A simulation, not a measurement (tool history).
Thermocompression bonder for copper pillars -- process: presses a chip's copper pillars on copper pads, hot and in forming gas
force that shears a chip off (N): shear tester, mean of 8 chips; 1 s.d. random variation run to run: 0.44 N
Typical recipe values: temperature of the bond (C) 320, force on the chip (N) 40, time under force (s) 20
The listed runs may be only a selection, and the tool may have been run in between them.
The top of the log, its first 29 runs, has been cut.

run    hour  temperature of the bond (C)  force on the chip (N)  time under force (s)  force that shears a chip off (N)
 30  1913.9                          320                     58                    27                              69.9
     1938.8  -- forming gas filter changed
 31  2002.2                          320                     58                    27                              74.4
 32  2064.8                          311                     40                    20                                52
 33  2129.1                          311                     34                    10                              34.9
     2149.5  -- forming gas filter changed
 34  2208.8                          320                     49                    20                              66.5
 35  2252.8                          310                     52                    20                              60.3
 36  2343.3                          339                     25                    40                              64.2
     2359.2  -- forming gas filter changed
 37  2418.7                          320                     43                    32                              70.6
 38    2511                          338                     34                    20                              63.1
     2566.3  -- forming gas filter changed
 39  2601.6                          327                     38                    16                              60.4

Alternative continuations, all from the tool just after run 39; predict every row:
     2674.7  -- heater calibrated with a thermocouple chip
  A  2684.4                          327                     29                    14                                 ?
     2674.7  -- heater calibrated with a thermocouple chip
  B  2684.4                          313                     58                    36                                 ?
     2674.7  -- heater calibrated with a thermocouple chip
  C  2684.4                          325                     49                    41                                 ?

run  force that shears a chip off (N)
  A                              42.9
  B                              71.5
  C                              76.4
The same runs, with their run-to-run variation unchanged, on a tool lacking any hidden condition would have given:
run  force that shears a chip off (N)
  A                              46.1
  B                              76.6
  C                              81.8

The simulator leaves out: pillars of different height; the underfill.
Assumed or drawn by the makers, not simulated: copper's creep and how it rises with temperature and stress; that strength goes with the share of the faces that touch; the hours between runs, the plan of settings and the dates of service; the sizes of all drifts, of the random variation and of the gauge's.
